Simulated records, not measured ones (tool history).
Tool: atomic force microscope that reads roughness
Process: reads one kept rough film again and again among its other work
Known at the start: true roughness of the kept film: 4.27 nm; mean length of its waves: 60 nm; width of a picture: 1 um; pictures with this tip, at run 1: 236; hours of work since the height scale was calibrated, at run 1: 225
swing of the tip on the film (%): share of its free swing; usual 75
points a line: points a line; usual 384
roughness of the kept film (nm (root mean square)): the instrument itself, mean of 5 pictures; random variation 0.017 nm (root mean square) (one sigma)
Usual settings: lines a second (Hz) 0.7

run	day	lines a second (Hz)	swing of the tip on the film (%)	points a line	pictures with this tip	hours of work since the height scale was calibrated	roughness of the kept film (nm (root mean square))
1	0	0.7	75	384	236	225	3.746
2	1.179	0.71	75	384	274	237	3.705
3	2.717	0.71	75	384	323	252	3.674
4	4.288	0.71	75	384	373	268	3.609
# day 4.838: new tip fitted
5	5.246	0.7	75	384	13	277	3.981
6	6.688	0.7	75	384	59	292	3.967
7	7.762	0.7	75	384	93	303	3.9
8	8.704	0.997	75	384	123	312	3.838
9	9.896	0.997	75	384	161	324	3.798
10	11.638	0.997	75	384	216	341	3.718
11	12.688	0.997	75	384	250	352	3.695
12	13.454	0.7	75	860	274	359	3.711
13	14.883	0.7	75	860	320	374	3.673
14	16.292	0.7	75	860	365	388	3.634
# day 17.15: new tip fitted
15	17.5	0.7	75	384	11	399	4.004
16	18.558	0.7	75	384	44	410	3.985
17	19.779	0.7	61	384	83	422	4.001
18	20.804	0.7	75	384	116	432	3.901
19	21.971	0.7	75	384	153	444	3.85
20	23.379	0.7	75	384	198	458	3.783
21	24.612	0.7	75	384	237	470	3.749
22	26.392	0.7	75	384	294	488	3.682
23	27.554	0.7	75	384	331	500	3.653
24	28.362	0.7	66	384	357	508	3.693
# day 29.471: new tip fitted
25	29.717	0.7	75	424	8	521	4.022
26	30.517	0.7	75	424	34	529	4.012
27	31.308	1.365	75	473	59	537	3.857
28	32.542	1.304	60	483	98	549	3.911
29	33.783	3.61	75	301	138	562	3.445
30	34.558	3.61	75	301	162	569	3.467
31	35.708	3.61	75	301	199	581	3.414
32	36.575	1.776	67	384	227	590	3.741
33	37.321	0.7	83	384	250	597	3.711
34	38.983	0.7	69	423	303	614	3.748
35	40.596	1.183	75	441	355	630	3.567
36	41.604	1.183	75	441	387	640	3.585
# day 41.738: new tip fitted
37	42.833	0.823	62	384	35	652	4.054
38	43.742	0.823	70	384	64	661	3.988
39	45.312	0.823	70	384	114	677	3.921
40	46.454	0.823	70	384	151	688	3.912
41	47.854	1.44	75	384	195	702	3.734
42	48.675	1.962	75	715	221	710	3.622
43	49.862	0.809	76	842	259	722	3.718
44	51.408	0.7	80	384	309	737	3.672
45	52.788	0.7	75	741	353	751	3.664
# day 53.917: new tip fitted
46	53.917	3.821	77	384	0	762	3.538
47	55.45	1.695	75	839	49	778	3.825
48	56.671	1.695	75	839	88	790	3.81
49	57.538	1.295	75	384	115	798	3.807
50	59.108	3.125	55	736	165	814	3.84
51	60.583	1.746	87	388	212	829	3.471
52	61.762	1.746	89	336	250	841	3.407

5 ways to go on from here, each from the tool as it stands after run 52. What would each give?
A	62.688	1.036	75	466	279	850	?
B	62.688	1.167	67	447	279	850	?
C	62.688	0.7	75	336	279	850	?
D	62.688	1.585	88	269	279	850	?
E	62.688	1.568	75	680	279	850	?

run	roughness of the kept film (nm (root mean square))
A	3.712
B	3.789
C	3.752
D	3.459
E	3.621
Without the tool's hidden state the same runs would have given:
run	roughness of the kept film (nm (root mean square))
A	3.972
B	4.054
C	4.015
D	3.701
E	3.874

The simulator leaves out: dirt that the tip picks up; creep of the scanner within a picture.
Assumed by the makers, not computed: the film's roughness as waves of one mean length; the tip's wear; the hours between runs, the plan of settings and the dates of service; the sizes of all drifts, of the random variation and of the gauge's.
